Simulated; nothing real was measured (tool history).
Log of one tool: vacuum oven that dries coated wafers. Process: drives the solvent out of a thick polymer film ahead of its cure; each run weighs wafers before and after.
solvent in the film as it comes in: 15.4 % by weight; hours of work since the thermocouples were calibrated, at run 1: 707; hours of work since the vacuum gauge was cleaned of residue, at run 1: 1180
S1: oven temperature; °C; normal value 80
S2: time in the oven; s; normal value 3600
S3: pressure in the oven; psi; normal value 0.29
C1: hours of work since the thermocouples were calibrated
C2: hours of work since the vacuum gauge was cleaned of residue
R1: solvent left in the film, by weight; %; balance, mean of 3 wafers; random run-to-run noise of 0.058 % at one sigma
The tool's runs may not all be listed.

run 1 hour=0 | S1=80 S2=3600 S3=0.29 | C1=707 C2=1180 | R1=3.86
run 2 hour=59.6 | S1=80 S2=3600 S3=0.29 | C1=736 C2=1209 | R1=3.87
-- hour=104.8 oven's thermocouples calibrated
run 3 hour=104.8 | S1=80 S2=3600 S3=0.29 | C1=0 C2=1230 | R1=3.6
run 4 hour=202.2 | S1=80 S2=3600 S3=0.29 | C1=48 C2=1279 | R1=3.7
run 5 hour=268.6 | S1=80 S2=3600 S3=0.29 | C1=81 C2=1311 | R1=3.71
run 6 hour=350.8 | S1=80 S2=3600 S3=0.29 | C1=122 C2=1352 | R1=3.87
run 7 hour=431.9 | S1=80 S2=3060 S3=0.29 | C1=162 C2=1392 | R1=3.98
run 8 hour=514.5 | S1=80 S2=3060 S3=0.29 | C1=203 C2=1433 | R1=3.94
run 9 hour=601.1 | S1=80 S2=3060 S3=0.29 | C1=246 C2=1476 | R1=4.06
run 10 hour=677.5 | S1=73 S2=3600 S3=0.66 | C1=283 C2=1514 | R1=9.97
run 11 hour=749.9 | S1=73 S2=1920 S3=0.373 | C1=319 C2=1550 | R1=8.13
run 12 hour=841.8 | S1=73 S2=2100 S3=0.363 | C1=365 C2=1595 | R1=7.93
run 13 hour=905.3 | S1=86 S2=5460 S3=0.703 | C1=396 C2=1627 | R1=6.01

What if the next run were any one of these 5? Each begins from the tool's condition after run 13:
run A hour=974.7 | S1=92 S2=2520 S3=0.635 | C1=431 C2=1661 | R1=?
run B hour=974.7 | S1=86 S2=4200 S3=0.151 | C1=431 C2=1661 | R1=?
run C hour=974.7 | S1=80 S2=3840 S3=0.692 | C1=431 C2=1661 | R1=?
run D hour=974.7 | S1=80 S2=5340 S3=0.29 | C1=431 C2=1661 | R1=?
run E hour=974.7 | S1=86 S2=5460 S3=0.605 | C1=431 C2=1661 | R1=?

run=A R1=4.58
run=B R1=1.83
run=C R1=7.74
run=D R1=3.8
run=E R1=5.42
Without the tool's hidden state the same runs would have given:
run=A R1=3.95
run=B R1=1.16
run=C R1=6.72
run=D R1=2.9
run=E R1=4.63
